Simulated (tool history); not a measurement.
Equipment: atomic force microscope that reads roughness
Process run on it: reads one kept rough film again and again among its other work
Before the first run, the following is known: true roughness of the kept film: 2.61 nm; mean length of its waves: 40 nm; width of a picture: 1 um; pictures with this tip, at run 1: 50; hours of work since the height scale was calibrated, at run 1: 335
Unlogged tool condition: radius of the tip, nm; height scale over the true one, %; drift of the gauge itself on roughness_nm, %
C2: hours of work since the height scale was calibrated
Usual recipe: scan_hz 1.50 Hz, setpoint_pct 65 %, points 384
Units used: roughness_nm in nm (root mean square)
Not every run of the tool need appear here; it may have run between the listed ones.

Run 1, day 0.000: usual settings; pictures with this tip 50; C2 335. Result: roughness_nm 2.219 nm (root mean square).
Run 2, day 0.962: usual settings but points 719; pictures with this tip 94; C2 350. Result: roughness_nm 2.169 nm (root mean square).
Run 3, day 1.567: usual settings but points 719; pictures with this tip 122; C2 359. Result: roughness_nm 2.135 nm (root mean square).
At day 2.458: new tip fitted.
Run 4, day 2.567: usual settings but points 719; pictures with this tip 5; C2 374. Result: roughness_nm 2.311 nm (root mean square).
Run 5, day 3.742: usual settings; pictures with this tip 59; C2 393. Result: roughness_nm 2.201 nm (root mean square).
Run 6, day 5.133: usual settings; pictures with this tip 124; C2 414. Result: roughness_nm 2.116 nm (root mean square).
At day 6.008: new tip fitted.
Run 7, day 6.221: usual settings; pictures with this tip 10; C2 431. Result: roughness_nm 2.298 nm (root mean square).
Run 8, day 7.592: usual settings; pictures with this tip 74; C2 452. Result: roughness_nm 2.161 nm (root mean square).
At day 7.717: height scale calibrated on a step standard.
Run 9, day 8.425: usual settings; pictures with this tip 110; C2 11. Result: roughness_nm 2.115 nm (root mean square).
At day 9.646: new tip fitted.
Run 10, day 9.883: usual settings; pictures with this tip 11; C2 33. Result: roughness_nm 2.275 nm (root mean square).
Run 11, day 10.942: usual settings but scan_hz 1.57 Hz, setpoint_pct 63 %; pictures with this tip 60; C2 50. Result: roughness_nm 2.214 nm (root mean square).
Run 12, day 11.550: usual settings but scan_hz 1.68 Hz, setpoint_pct 80 %; pictures with this tip 88; C2 59. Result: roughness_nm 1.939 nm (root mean square).

What will run 13 give?
Run 13, day 12.346: usual settings but points 744; pictures with this tip 125; C2 72. Result: roughness_nm ?.

Run 13 measured roughness_nm 2.090 nm (root mean square).
The same run, on a tool lacking any hidden state, would have yielded roughness_nm 2.320 nm (root mean square).
